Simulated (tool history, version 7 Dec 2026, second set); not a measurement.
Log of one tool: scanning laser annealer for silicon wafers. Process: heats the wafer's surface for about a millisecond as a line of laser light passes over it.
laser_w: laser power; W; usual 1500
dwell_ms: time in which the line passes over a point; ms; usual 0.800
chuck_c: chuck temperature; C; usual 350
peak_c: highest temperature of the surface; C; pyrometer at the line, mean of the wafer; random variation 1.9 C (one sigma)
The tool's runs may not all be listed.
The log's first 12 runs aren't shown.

run,day,laser_w,dwell_ms,chuck_c,hours of work since the window was cleaned,hours of work since the power meter was calibrated,hours of work since the optics were aligned,peak_c
13,21.108,1500,0.800,340,155,1209,696,1165
14,22.462,1500,0.800,350,178,1232,718,1182
15,24.158,1500,0.800,330,206,1260,747,1160
# day 24.533: optics aligned, line set to its width
16,25.696,1500,0.800,330,228,1283,19,1163
17,27.104,1500,0.800,350,252,1306,43,1180
18,29.138,1500,0.800,350,286,1340,77,1188
19,30.171,1500,0.678,350,303,1358,94,1107
20,31.446,1500,0.678,350,325,1379,116,1106
21,32.438,1557,0.678,329,341,1396,132,1118
22,34.604,1511,0.678,341,377,1432,169,1104
23,36.392,1511,0.678,341,407,1462,199,1104

Forecast run 24:
24,38.167,1363,0.743,370,437,1492,228,?

{"run 24": {"peak_c": 1085}}
Without the tool's hidden state the same run would have given peak_c 1085 C.
